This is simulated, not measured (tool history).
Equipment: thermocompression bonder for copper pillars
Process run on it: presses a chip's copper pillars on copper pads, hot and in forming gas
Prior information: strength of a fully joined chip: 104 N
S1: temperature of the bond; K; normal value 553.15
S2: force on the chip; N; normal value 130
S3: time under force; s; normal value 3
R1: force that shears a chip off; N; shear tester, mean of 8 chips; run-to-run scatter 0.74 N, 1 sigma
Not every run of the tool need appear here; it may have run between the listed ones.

| run | hour | S1 | S2 | S3 | R1 |
|---|---|---|---|---|---|
| 1 | 0.0 | 553.15 | 130 | 3 | 51.3 |
| 2 | 15.5 | 553.15 | 130 | 3 | 50.2 |
| 3 | 29.7 | 553.15 | 130 | 3 | 50.7 |
| 4 | 46.2 | 550.15 | 130 | 3 | 47.3 |
| 5 | 68.0 | 550.15 | 130 | 3 | 48.2 |
| 6 | 79.4 | 553.15 | 130 | 3 | 49.8 |
| 7 | 101.9 | 553.15 | 130 | 3 | 50.9 |
| 8 | 123.8 | 553.15 | 130 | 3 | 49.3 |
| 9 | 135.1 | 529.15 | 172 | 9 | 61.8 |
| 10 | 148.1 | 540.15 | 85 | 3 | 33.6 |
| 11 | 164.9 | 540.15 | 85 | 3 | 31.9 |
|  | 172.6 | forming gas filter changed |
| 12 | 178.5 | 565.15 | 143 | 4 | 66.0 |
| 13 | 190.1 | 565.15 | 143 | 4 | 65.3 |
| 14 | 201.2 | 565.15 | 143 | 4 | 66.7 |
| 15 | 218.2 | 555.15 | 183 | 5 | 70.2 |

Below are 4 alternative next runs, each starting from the tool's condition after run 15. Predict each:
| A | 228.4 | 555.15 | 183 | 2 | ? |
| B | 228.4 | 553.15 | 130 | 4 | ? |
| C | 228.4 | 579.15 | 152 | 5 | ? |
| D | 228.4 | 556.15 | 190 | 6 | ? |

| run | R1 |
|---|---|
| A | 52.8 |
| B | 54.8 |
| C | 79.5 |
| D | 74.7 |
With no hidden state in the tool, these same runs would have given:
| run | R1 |
|---|---|
| A | 56.6 |
| B | 58.7 |
| C | 82.9 |
| D | 78.4 |
